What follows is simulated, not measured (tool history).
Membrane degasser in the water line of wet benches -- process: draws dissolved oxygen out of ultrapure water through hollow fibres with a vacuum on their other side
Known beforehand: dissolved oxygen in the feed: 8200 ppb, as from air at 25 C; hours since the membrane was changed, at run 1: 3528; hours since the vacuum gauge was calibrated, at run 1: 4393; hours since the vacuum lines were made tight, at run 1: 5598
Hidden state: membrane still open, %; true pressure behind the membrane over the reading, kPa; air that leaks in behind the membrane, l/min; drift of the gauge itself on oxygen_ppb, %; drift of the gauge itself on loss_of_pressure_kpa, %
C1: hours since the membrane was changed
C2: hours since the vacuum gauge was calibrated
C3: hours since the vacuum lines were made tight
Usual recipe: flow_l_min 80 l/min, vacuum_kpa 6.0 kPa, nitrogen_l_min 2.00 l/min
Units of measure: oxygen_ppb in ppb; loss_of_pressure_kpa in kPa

Run 1, hour 0.0: usual settings; C1 3528; C2 4393; C3 5598. Result: oxygen_ppb 376.2 ppb, loss_of_pressure_kpa 46.12 kPa.
Run 2, hour 180.4: usual settings; C1 3708; C2 4574; C3 5779. Result: oxygen_ppb 383.3 ppb, loss_of_pressure_kpa 46.55 kPa.
Run 3, hour 270.6: usual settings but nitrogen_l_min 5.63 l/min; C1 3799; C2 4664; C3 5869. Result: oxygen_ppb 245.7 ppb, loss_of_pressure_kpa 46.51 kPa.
Run 4, hour 373.0: usual settings but nitrogen_l_min 0.94 l/min; C1 3901; C2 4766; C3 5971. Result: oxygen_ppb 552.9 ppb, loss_of_pressure_kpa 46.50 kPa.
Run 5, hour 581.2: usual settings; C1 4109; C2 4974; C3 6180. Result: oxygen_ppb 385.5 ppb, loss_of_pressure_kpa 46.29 kPa.
Run 6, hour 686.0: usual settings; C1 4214; C2 5079; C3 6284. Result: oxygen_ppb 383.2 ppb, loss_of_pressure_kpa 46.28 kPa.
Run 7, hour 874.1: usual settings; C1 4402; C2 5267; C3 6472. Result: oxygen_ppb 393.3 ppb, loss_of_pressure_kpa 46.73 kPa.

The next listed run, before its measurement:
Run 8, hour 1087.5: usual settings but vacuum_kpa 13.8 kPa, nitrogen_l_min 2.82 l/min; C1 4615; C2 5481; C3 6686. Result: oxygen_ppb ?, loss_of_pressure_kpa ?.

Logged for run 8: oxygen_ppb 754.3 ppb, loss_of_pressure_kpa 46.46 kPa.
Without the tool's hidden state the same run would have given oxygen_ppb 721.0 ppb, loss_of_pressure_kpa 44.82 kPa.
